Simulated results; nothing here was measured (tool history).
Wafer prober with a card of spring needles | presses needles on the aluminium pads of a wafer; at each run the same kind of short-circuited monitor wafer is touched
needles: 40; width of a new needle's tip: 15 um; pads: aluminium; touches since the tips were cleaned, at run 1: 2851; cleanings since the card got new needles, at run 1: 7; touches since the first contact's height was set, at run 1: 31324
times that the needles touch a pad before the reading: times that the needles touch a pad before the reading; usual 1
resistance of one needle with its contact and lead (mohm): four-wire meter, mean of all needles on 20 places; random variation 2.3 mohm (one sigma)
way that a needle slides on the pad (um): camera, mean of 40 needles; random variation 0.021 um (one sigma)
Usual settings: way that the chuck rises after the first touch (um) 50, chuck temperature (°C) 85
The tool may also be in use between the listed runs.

run   hour  way that the chuck rises after the first touch (um)  chuck temperature (°C)  times that the needles touch a pad before the reading  touches since the tips were cleaned  cleanings since the card got new needles  touches since the first contact's height was set  resistance of one needle with its contact and lead (mohm)  way that a needle slides on the pad (um)
  1    0.0                                                   50                      85                                                      1                                 2851                                         7                                             31324                                                        260                                     10.27
       1.2  -- tips cleaned on abrasive film
       5.5  -- tips cleaned on abrasive film
      10.3  -- tips cleaned on abrasive film
      14.9  -- tips cleaned on abrasive film
  2   14.9                                                   50                      85                                                      1                                    0                                        11                                             42719                                                        256                                     10.28
      19.9  -- tips cleaned on abrasive film
      24.6  -- tips cleaned on abrasive film
  3   27.3                                                   50                      85                                                      1                                 2103                                        13                                             52229                                                        254                                     10.25
      29.4  -- tips cleaned on abrasive film
      34.0  -- tips cleaned on abrasive film
      38.4  -- tips cleaned on abrasive film
      43.2  -- tips cleaned on abrasive film
  4   44.3                                                   50                      85                                                      1                                  829                                        17                                             65270                                                        260                                     10.25
      48.6  -- tips cleaned on abrasive film
  5   52.6                                                   50                      85                                                      1                                 3152                                        18                                             71738                                                        256                                     10.28
      53.8  -- tips cleaned on abrasive film
      55.1  -- height of the first contact set anew
      59.5  -- tips cleaned on abrasive film
  6   60.1                                                   50                      85                                                      2                                  478                                        20                                              3793                                                        257                                     10.26
      63.9  -- tips cleaned on abrasive film
      68.8  -- tips cleaned on abrasive film
  7   69.2                                                   50                      85                                                      2                                  299                                        22                                             10788                                                        253                                     10.23
      73.2  -- tips cleaned on abrasive film
      77.7  -- tips cleaned on abrasive film
  8   79.3                                                   50                      85                                                      2                                 1220                                        24                                             18558                                                        256                                     10.25
      82.6  -- tips cleaned on abrasive film
      87.8  -- tips cleaned on abrasive film
      93.0  -- tips cleaned on abrasive film
  9   95.3                                                   50                      85                                                      1                                 1805                                        27                                             30880                                                        256                                     10.25
      98.2  -- tips cleaned on abrasive film
 10  102.4                                                   50                      85                                                      1                                 3293                                        28                                             36350                                                        256                                     10.24
     103.4  -- tips cleaned on abrasive film
     108.2  -- tips cleaned on abrasive film
     113.4  -- tips cleaned on abrasive film
 11  115.9                                                   50                      85                                                      1                                 1986                                        31                                             46733                                                        260                                     10.28
     118.6  -- tips cleaned on abrasive film
     123.4  -- tips cleaned on abrasive film
     127.9  -- tips cleaned on abrasive film
 12  130.7                                                   34                      85                                                      1                                 2185                                        34                                             58067                                                        262                                      6.98
     132.4  -- tips cleaned on abrasive film
     137.8  -- tips cleaned on abrasive film
     142.1  -- tips cleaned on abrasive film
 13  143.8                                                   50                      68                                                      1                                 1330                                        37                                             68108                                                        252                                     10.26
     146.7  -- tips cleaned on abrasive film
     151.0  -- height of the first contact set anew
     152.1  -- tips cleaned on abrasive film
     156.4  -- tips cleaned on abrasive film
 14  157.1                                                   50                      68                                                      1                                  552                                        40                                              4647                                                        252                                     10.28
     161.1  -- tips cleaned on abrasive film
     166.1  -- tips cleaned on abrasive film
 15  167.8                                                   50                      68                                                      3                                 1345                                        42                                             12864                                                        257                                     10.21
     170.8  -- tips cleaned on abrasive film
     175.9  -- tips cleaned on abrasive film
     180.7  -- tips cleaned on abrasive film
 16  180.7                                                   50                      78                                                      1                                    0                                        45                                             22752                                                        254                                     10.29
     185.8  -- tips cleaned on abrasive film
     190.7  -- tips cleaned on abrasive film
 17  192.6                                                   44                      28                                                      1                                 1530                                        47                                             31932                                                        241                                      9.03
     195.9  -- tips cleaned on abrasive film
 18  200.1                                                   64                     124                                                      1                                 3281                                        48                                             37716                                                        263                                     13.16
     201.2  -- tips cleaned on abrasive film
     206.3  -- tips cleaned on abrasive film
     211.5  -- tips cleaned on abrasive film
 19  212.0                                                   64                     116                                                      1                                  413                                        51                                             46827                                                        261                                     13.12
     216.2  -- tips cleaned on abrasive film
     221.2  -- tips cleaned on abrasive film
 20  221.6                                                   64                     116                                                      1                                  331                                        53                                             54208                                                        264                                     13.15
     225.9  -- tips cleaned on abrasive film
     230.7  -- tips cleaned on abrasive film
 21  233.1                                                   50                      98                                                      2                                 1837                                        55                                             63027                                                        258                                     10.24
     235.1  -- tips cleaned on abrasive film
     239.5  -- tips cleaned on abrasive film
     244.5  -- tips cleaned on abrasive film
 22  245.5                                                   50                      98                                                      2                                  816                                        58                                             72584                                                        259                                     10.23
     246.8  -- height of the first contact set anew
     250.1  -- tips cleaned on abrasive film
     254.7  -- tips cleaned on abrasive film
 23  254.7                                                   50                      71                                                      3                                    0                                        60                                              6014                                                        253                                     10.28
     259.3  -- tips cleaned on abrasive film
     264.4  -- tips cleaned on abrasive film
 24  265.2                                                   55                      52                                                      2                                  618                                        62                                             14123                                                        247                                     11.30
     269.2  -- tips cleaned on abrasive film
     274.3  -- tips cleaned on abrasive film
 25  278.4                                                   34                      66                                                      2                                 3201                                        64                                             24313                                                        257                                      6.97
     279.6  -- tips cleaned on abrasive film
     284.2  -- tips cleaned on abrasive film
 26  286.4                                                   33                     100                                                      1                                 1680                                        66                                             30423                                                        264                                      6.74
     288.6  -- tips cleaned on abrasive film
     293.9  -- tips cleaned on abrasive film
     298.8  -- tips cleaned on abrasive film
 27  300.6                                                   33                     100                                                      1                                 1434                                        69                                             41343                                                        266                                      6.80
     303.7  -- tips cleaned on abrasive film
     308.7  -- tips cleaned on abrasive film
 28  308.7                                                   33                      45                                                      2                                    0                                        71                                             47513                                                        250                                      6.74
     313.5  -- tips cleaned on abrasive film
 29  316.3                                                   33                      45                                                      2                                 2251                                        72                                             53446                                                        249                                      6.79

Forecast each of these 3 alternatives for the next run:
     318.3  -- tips cleaned on abrasive film
     323.4  -- tips cleaned on abrasive film
  A  325.3                                                   66                      85                                                      1                                 1510                                        74                                             60339                                                          ?                                         ?
     318.3  -- tips cleaned on abrasive film
     323.4  -- tips cleaned on abrasive film
  B  325.3                                                   70                      30                                                      1                                 1510                                        74                                             60339                                                          ?                                         ?
     318.3  -- tips cleaned on abrasive film
     323.4  -- tips cleaned on abrasive film
  C  325.3                                                   40                      45                                                      2                                 1510                                        74                                             60339                                                          ?                                         ?

run  resistance of one needle with its contact and lead (mohm)  way that a needle slides on the pad (um)
  A                                                        254                                     13.55
  B                                                        241                                     14.36
  C                                                        246                                      8.21
Without the tool's hidden state the same runs would have given:
run  resistance of one needle with its contact and lead (mohm)  way that a needle slides on the pad (um)
  A                                                        254                                     13.55
  B                                                        241                                     14.36
  C                                                        246                                      8.21
